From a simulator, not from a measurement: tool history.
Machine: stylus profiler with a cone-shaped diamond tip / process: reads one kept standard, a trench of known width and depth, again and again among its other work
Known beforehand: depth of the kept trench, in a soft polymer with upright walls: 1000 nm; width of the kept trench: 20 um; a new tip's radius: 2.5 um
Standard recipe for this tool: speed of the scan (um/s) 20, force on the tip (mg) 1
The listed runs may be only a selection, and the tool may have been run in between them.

run   hour  speed of the scan (um/s)  force on the tip (mg)  depth of the trench (angstrom)  width of the trench's floor (um)
  1      0                        20                      1                         10089.1                             15.92
  2   17.8                        20                      1                           10089                             15.83
  3   28.1                        20                      1                         10090.7                             15.82
  4   42.4                        20                      1                           10091                             15.85
  5   51.4                        20                      1                         10089.8                             15.84
  6     67                        20                      1                         10088.3                             15.91
  7   78.2                        20                    2.7                         10178.5                             15.93
  8   90.8                        20                    2.7                         10176.7                             15.97
  9   98.7                        20                      1                         10086.9                             15.81
 10  112.8                        20                      1                           10085                             15.83
 11  120.9                        20                      1                         10087.8                             15.83
 12  131.8                        17                   0.69                         10068.3                             15.85
 13  145.5                         5                      1                           10087                             16.04
 14  158.8                         5                   1.72                         10130.8                             15.93
 15  170.1                        19                      1                         10091.2                             15.84
 16  183.4                         5                   0.52                         10056.6                              15.9
 17  197.8                         5                   0.52                         10051.1                             15.98
 18  212.5                         9                   0.75                         10072.3                             15.92
 19  222.6                        20                   0.55                         10054.6                             15.77
 20    235                        63                   0.41                         10040.9                             15.12
 21  250.8                        42                   0.74                           10071                             15.61

Predict each of these 3 candidate next runs independently; none follows another, all start after run 21:
  A  265.8                        24                   0.74                               ?                                 ?
  B  265.8                        20                   0.46                               ?                                 ?
  C  265.8                        20                   0.63                               ?                                 ?

run  depth of the trench (angstrom)  width of the trench's floor (um)
  A                         10068.7                             15.75
  B                         10043.1                             15.72
  C                         10058.5                             15.78
With the hidden condition removed and each run's random variation left untouched, the same runs would have given:
run  depth of the trench (angstrom)  width of the trench's floor (um)
  A                           10079                             15.73
  B                         10053.4                             15.71
  C                         10068.8                             15.77
